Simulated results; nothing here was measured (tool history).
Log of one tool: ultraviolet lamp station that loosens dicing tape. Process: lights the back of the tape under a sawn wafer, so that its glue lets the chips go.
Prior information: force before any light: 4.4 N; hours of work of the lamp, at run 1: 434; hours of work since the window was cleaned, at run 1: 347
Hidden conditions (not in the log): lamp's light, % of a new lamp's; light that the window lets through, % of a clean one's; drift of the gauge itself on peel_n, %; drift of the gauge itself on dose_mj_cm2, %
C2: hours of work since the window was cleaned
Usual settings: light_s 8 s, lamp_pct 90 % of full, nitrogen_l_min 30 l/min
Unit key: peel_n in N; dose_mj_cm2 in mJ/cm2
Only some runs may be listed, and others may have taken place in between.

run 1 hour=0 | light_s=8 lamp_pct=90 nitrogen_l_min=30 | hours_of_work_of_the_lamp=434 C2=347 | peel_n=0.512 dose_mj_cm2=505
run 2 hour=9.6 | light_s=8 lamp_pct=90 nitrogen_l_min=30 | hours_of_work_of_the_lamp=442 C2=355 | peel_n=0.51 dose_mj_cm2=506
run 3 hour=15.6 | light_s=8 lamp_pct=90 nitrogen_l_min=30 | hours_of_work_of_the_lamp=446 C2=360 | peel_n=0.514 dose_mj_cm2=500
run 4 hour=30.4 | light_s=8 lamp_pct=90 nitrogen_l_min=30 | hours_of_work_of_the_lamp=458 C2=371 | peel_n=0.544 dose_mj_cm2=493
run 5 hour=41.4 | light_s=8 lamp_pct=90 nitrogen_l_min=30 | hours_of_work_of_the_lamp=467 C2=380 | peel_n=0.53 dose_mj_cm2=492
run 6 hour=53.4 | light_s=8 lamp_pct=90 nitrogen_l_min=30 | hours_of_work_of_the_lamp=476 C2=389 | peel_n=0.543 dose_mj_cm2=488
run 7 hour=63.5 | light_s=8 lamp_pct=90 nitrogen_l_min=30 | hours_of_work_of_the_lamp=484 C2=397 | peel_n=0.548 dose_mj_cm2=485
run 8 hour=78 | light_s=8 lamp_pct=90 nitrogen_l_min=30 | hours_of_work_of_the_lamp=496 C2=409 | peel_n=0.546 dose_mj_cm2=482
run 9 hour=84.6 | light_s=6 lamp_pct=62 nitrogen_l_min=30 | hours_of_work_of_the_lamp=501 C2=414 | peel_n=1.336 dose_mj_cm2=249
run 10 hour=98.8 | light_s=6 lamp_pct=62 nitrogen_l_min=30 | hours_of_work_of_the_lamp=512 C2=425 | peel_n=1.343 dose_mj_cm2=243
run 11 hour=111.6 | light_s=6 lamp_pct=67 nitrogen_l_min=19 | hours_of_work_of_the_lamp=522 C2=435 | peel_n=1.474 dose_mj_cm2=260
run 12 hour=122 | light_s=14 lamp_pct=73 nitrogen_l_min=23 | hours_of_work_of_the_lamp=530 C2=443 | peel_n=0.373 dose_mj_cm2=666
run 13 hour=128.8 | light_s=14 lamp_pct=73 nitrogen_l_min=23 | hours_of_work_of_the_lamp=535 C2=449 | peel_n=0.382 dose_mj_cm2=663
run 14 hour=136.3 | light_s=14 lamp_pct=73 nitrogen_l_min=23 | hours_of_work_of_the_lamp=541 C2=455 | peel_n=0.375 dose_mj_cm2=666
run 15 hour=148.8 | light_s=14 lamp_pct=73 nitrogen_l_min=23 | hours_of_work_of_the_lamp=551 C2=464 | peel_n=0.388 dose_mj_cm2=652

Measured less the same run without the tool's hidden state. The same run-to-run variation is in both; the gauge's scatter may not be:
run=1 peel_n=+0.178 dose_mj_cm2=-160
run=2 peel_n=+0.182 dose_mj_cm2=-163
run=3 peel_n=+0.182 dose_mj_cm2=-164
run=4 peel_n=+0.197 dose_mj_cm2=-166
run=5 peel_n=+0.197 dose_mj_cm2=-171
run=6 peel_n=+0.206 dose_mj_cm2=-174
run=7 peel_n=+0.207 dose_mj_cm2=-177
run=8 peel_n=+0.212 dose_mj_cm2=-181
run=9 peel_n=+0.44 dose_mj_cm2=-95
run=10 peel_n=+0.452 dose_mj_cm2=-96
run=11 peel_n=+0.48 dose_mj_cm2=-105
run=12 peel_n=+0.131 dose_mj_cm2=-274
run=13 peel_n=+0.135 dose_mj_cm2=-275
run=14 peel_n=+0.135 dose_mj_cm2=-280
run=15 peel_n=+0.141 dose_mj_cm2=-282
